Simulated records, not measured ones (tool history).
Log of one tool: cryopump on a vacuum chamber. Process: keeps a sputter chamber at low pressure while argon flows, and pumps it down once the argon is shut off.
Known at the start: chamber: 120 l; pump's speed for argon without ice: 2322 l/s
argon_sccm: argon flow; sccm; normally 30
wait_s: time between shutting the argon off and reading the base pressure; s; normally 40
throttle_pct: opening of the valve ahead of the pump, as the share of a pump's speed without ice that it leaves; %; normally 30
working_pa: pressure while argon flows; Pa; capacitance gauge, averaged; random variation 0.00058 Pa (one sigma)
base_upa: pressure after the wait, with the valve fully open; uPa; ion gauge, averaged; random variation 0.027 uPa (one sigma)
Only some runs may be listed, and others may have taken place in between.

run,hour,argon_sccm,wait_s,throttle_pct,working_pa,base_upa
1,0,30,40,30,0.0727,2.01
2,18.5,25,40,30,0.0612,2.06
3,37.3,30,40,30,0.073,2
4,50.4,30,40,30,0.0729,1.98
5,67.2,48,40,30,0.1171,2.04
6,85,48,40,30,0.1185,2.05
7,95.4,48,40,30,0.1177,2.06
8,105,29,40,30,0.0712,2.06
9,117,14,40,30,0.0343,1.98
10,130.4,14,40,30,0.0339,2.09
# hour 147.7: leaking fittings of the chamber tightened, without venting
11,147.7,14,40,30,0.0341,1.17
12,159.6,14,40,30,0.035,1.25
13,172.8,14,40,30,0.0342,1.23
14,180.4,14,40,30,0.034,1.21
15,195.3,14,40,30,0.0339,1.19
16,206.2,14,40,30,0.0334,1.22
17,219.8,14,40,30,0.0337,1.21
18,238,56,40,30,0.1375,1.22
19,247.3,50,146,25,0.1459,0.42
20,264,50,146,25,0.1469,0.48
21,272.8,35,40,40,0.0646,1.24
22,286.8,35,40,40,0.0645,1.25
23,303.5,35,40,40,0.0645,1.2
24,311.5,35,40,40,0.0638,1.23
25,329.2,35,40,40,0.0647,1.26
26,342.6,35,40,40,0.0642,1.26
27,361,35,40,51,0.0505,1.24
28,374.5,35,40,51,0.0511,1.25
29,386.6,35,40,51,0.0504,1.25
30,402.2,45,40,16,0.2055,1.22
31,413.4,50,99,29,0.1269,0.61
32,424.3,50,99,29,0.1277,0.63
33,436.9,30,241,30,0.074,0.36

Below are 5 alternative next runs, each starting from the tool's condition after run 33. Predict each:
A,445.1,25,186,38,?,?
B,445.1,30,242,30,?,?
C,445.1,37,40,24,?,?
D,445.1,12,40,30,?,?
E,445.1,27,49,21,?,?

run,working_pa,base_upa
A,0.0474,0.47
B,0.0742,0.39
C,0.1137,1.27
D,0.0296,1.27
E,0.094,1.07
With no hidden state in the tool, these same runs would have given:
run,working_pa,base_upa
A,0.0466,0.41
B,0.0733,0.33
C,0.1125,1.21
D,0.0292,1.21
E,0.0932,1.01

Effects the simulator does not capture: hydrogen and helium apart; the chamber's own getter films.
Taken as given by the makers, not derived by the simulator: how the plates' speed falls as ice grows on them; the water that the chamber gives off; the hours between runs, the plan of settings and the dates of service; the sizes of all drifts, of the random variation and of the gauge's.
